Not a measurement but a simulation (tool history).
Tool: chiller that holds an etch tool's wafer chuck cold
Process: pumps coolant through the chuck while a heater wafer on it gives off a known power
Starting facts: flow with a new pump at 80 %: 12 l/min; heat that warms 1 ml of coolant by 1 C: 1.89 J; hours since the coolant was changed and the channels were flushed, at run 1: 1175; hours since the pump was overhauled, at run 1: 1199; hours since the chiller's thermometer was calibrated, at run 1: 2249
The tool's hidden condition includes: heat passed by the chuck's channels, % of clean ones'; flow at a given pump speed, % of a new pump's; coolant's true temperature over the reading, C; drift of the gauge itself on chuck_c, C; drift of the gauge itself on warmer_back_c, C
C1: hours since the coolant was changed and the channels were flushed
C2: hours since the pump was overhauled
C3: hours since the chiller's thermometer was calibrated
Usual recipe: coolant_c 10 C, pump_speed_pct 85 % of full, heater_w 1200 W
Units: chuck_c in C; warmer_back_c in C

Run 1, hour 0.0: usual settings; C1 1175; C2 1199; C3 2249. Result: chuck_c 18.8 C, warmer_back_c 3.04 C.
Run 2, hour 41.1: usual settings; C1 1216; C2 1240; C3 2290. Result: chuck_c 18.6 C, warmer_back_c 3.04 C.
Run 3, hour 79.0: usual settings; C1 1254; C2 1278; C3 2328. Result: chuck_c 18.6 C, warmer_back_c 3.12 C.
Run 4, hour 130.4: usual settings but coolant_c 12 C; C1 1305; C2 1330; C3 2380. Result: chuck_c 20.6 C, warmer_back_c 3.08 C.
Run 5, hour 206.5: usual settings but coolant_c 12 C; C1 1381; C2 1406; C3 2456. Result: chuck_c 20.8 C, warmer_back_c 3.11 C.
Run 6, hour 269.3: usual settings but coolant_c 12 C; C1 1444; C2 1469; C3 2519. Result: chuck_c 20.6 C, warmer_back_c 3.11 C.
Run 7, hour 324.3: usual settings but coolant_c 12 C; C1 1499; C2 1524; C3 2574. Result: chuck_c 20.8 C, warmer_back_c 3.13 C.
Run 8, hour 401.0: usual settings; C1 1576; C2 1600; C3 2650. Result: chuck_c 19.0 C, warmer_back_c 3.07 C.
Run 9, hour 442.2: usual settings; C1 1617; C2 1641; C3 2691. Result: chuck_c 18.9 C, warmer_back_c 3.09 C.
Run 10, hour 487.9: usual settings but pump_speed_pct 60 % of full; C1 1663; C2 1687; C3 2737. Result: chuck_c 21.0 C, warmer_back_c 4.58 C.
Run 11, hour 528.8: usual settings but pump_speed_pct 60 % of full; C1 1704; C2 1728; C3 2778. Result: chuck_c 20.9 C, warmer_back_c 4.57 C.
At hour 533.8: chiller's thermometer calibrated.
Run 12, hour 592.8: usual settings but pump_speed_pct 60 % of full; C1 1766; C2 1791; C3 59. Result: chuck_c 21.2 C, warmer_back_c 4.62 C.
Run 13, hour 639.0: usual settings but coolant_c 13 C; C1 1813; C2 1837; C3 105. Result: chuck_c 22.1 C, warmer_back_c 3.08 C.
At hour 649.4: chiller's thermometer calibrated, once more.
Run 14, hour 702.2: usual settings; C1 1875; C2 1899; C3 53. Result: chuck_c 18.6 C, warmer_back_c 3.15 C.
Run 15, hour 738.9: usual settings; C1 1912; C2 1936; C3 90. Result: chuck_c 18.6 C, warmer_back_c 3.14 C.
Run 16, hour 804.7: usual settings; C1 1977; C2 2002; C3 155. Result: chuck_c 18.6 C, warmer_back_c 3.11 C.
Run 17, hour 879.9: usual settings but coolant_c 6 C; C1 2053; C2 2077; C3 230. Result: chuck_c 14.8 C, warmer_back_c 3.13 C.
Run 18, hour 929.8: usual settings but coolant_c 11 C, pump_speed_pct 69 % of full, heater_w 1044 W; C1 2103; C2 2127; C3 280. Result: chuck_c 19.8 C, warmer_back_c 3.41 C.
Run 19, hour 994.4: usual settings but coolant_c 11 C, pump_speed_pct 96 % of full, heater_w 744 W; C1 2167; C2 2192; C3 345. Result: chuck_c 16.2 C, warmer_back_c 1.74 C.
Run 20, hour 1038.3: usual settings but coolant_c 6 C, pump_speed_pct 75 % of full, heater_w 1382 W; C1 2211; C2 2235; C3 389. Result: chuck_c 16.8 C, warmer_back_c 4.14 C.
Run 21, hour 1088.7: usual settings but coolant_c 6 C, pump_speed_pct 75 % of full, heater_w 1382 W; C1 2261; C2 2286; C3 439. Result: chuck_c 16.9 C, warmer_back_c 4.18 C.
Run 22, hour 1146.9: usual settings but coolant_c 16 C, pump_speed_pct 96 % of full, heater_w 1520 W; C1 2320; C2 2344; C3 497. Result: chuck_c 26.4 C, warmer_back_c 3.44 C.
Run 23, hour 1224.2: usual settings but coolant_c 5 C, pump_speed_pct 96 % of full, heater_w 1520 W; C1 2397; C2 2421; C3 575. Result: chuck_c 15.5 C, warmer_back_c 3.49 C.
Run 24, hour 1288.6: usual settings but coolant_c 5 C, pump_speed_pct 96 % of full, heater_w 1520 W; C1 2461; C2 2486; C3 639. Result: chuck_c 15.6 C, warmer_back_c 3.53 C.
Run 25, hour 1323.3: usual settings but coolant_c 5 C, pump_speed_pct 96 % of full, heater_w 1520 W; C1 2496; C2 2520; C3 674. Result: chuck_c 15.6 C, warmer_back_c 3.52 C.
Run 26, hour 1401.7: usual settings but coolant_c 16 C, pump_speed_pct 76 % of full; C1 2574; C2 2599; C3 752. Result: chuck_c 25.6 C, warmer_back_c 3.58 C.
Run 27, hour 1441.2: usual settings but coolant_c 1 C, pump_speed_pct 99 % of full, heater_w 1238 W; C1 2614; C2 2638; C3 792. Result: chuck_c 9.5 C, warmer_back_c 2.77 C.
Run 28, hour 1516.2: usual settings but coolant_c 12 C, pump_speed_pct 99 % of full, heater_w 1176 W; C1 2689; C2 2713; C3 867. Result: chuck_c 20.0 C, warmer_back_c 2.64 C.
Run 29, hour 1571.5: usual settings but coolant_c 12 C, pump_speed_pct 95 % of full, heater_w 1176 W; C1 2744; C2 2769; C3 922. Result: chuck_c 20.3 C, warmer_back_c 2.79 C.
Run 30, hour 1647.5: usual settings but coolant_c 7 C, pump_speed_pct 95 % of full, heater_w 1176 W; C1 2820; C2 2845; C3 998. Result: chuck_c 15.5 C, warmer_back_c 2.74 C.
Run 31, hour 1705.1: usual settings but pump_speed_pct 86 % of full; C1 2878; C2 2902; C3 1056. Result: chuck_c 19.1 C, warmer_back_c 3.13 C.
Run 32, hour 1766.7: usual settings but coolant_c 2 C, pump_speed_pct 97 % of full, heater_w 1041 W; C1 2939; C2 2964; C3 1117. Result: chuck_c 9.5 C, warmer_back_c 2.45 C.

What would each run have given without the hidden state, its run-to-run variation left as it was?
run  chuck_c  warmer_back_c
  1     17.9           2.95
  2     17.7           2.95
  3     17.7           3.03
  4     19.6           2.98
  5     19.8           3.01
  6     19.6           3.00
  7     19.7           3.02
  8     17.8           2.95
  9     17.8           2.96
 10     19.7           4.39
 11     19.6           4.37
 12     19.6           4.41
 13     20.7           2.94
 14     17.7           3.00
 15     17.7           2.98
 16     17.7           2.95
 17     13.8           2.97
 18     18.8           3.22
 19     15.6           1.65
 20     15.5           3.90
 21     15.6           3.94
 22     25.1           3.24
 23     14.1           3.28
 24     14.2           3.31
 25     14.1           3.30
 26     24.2           3.34
 27      8.2           2.58
 28     18.8           2.46
 29     19.0           2.59
 30     14.1           2.54
 31     17.6           2.90
 32      8.2           2.27

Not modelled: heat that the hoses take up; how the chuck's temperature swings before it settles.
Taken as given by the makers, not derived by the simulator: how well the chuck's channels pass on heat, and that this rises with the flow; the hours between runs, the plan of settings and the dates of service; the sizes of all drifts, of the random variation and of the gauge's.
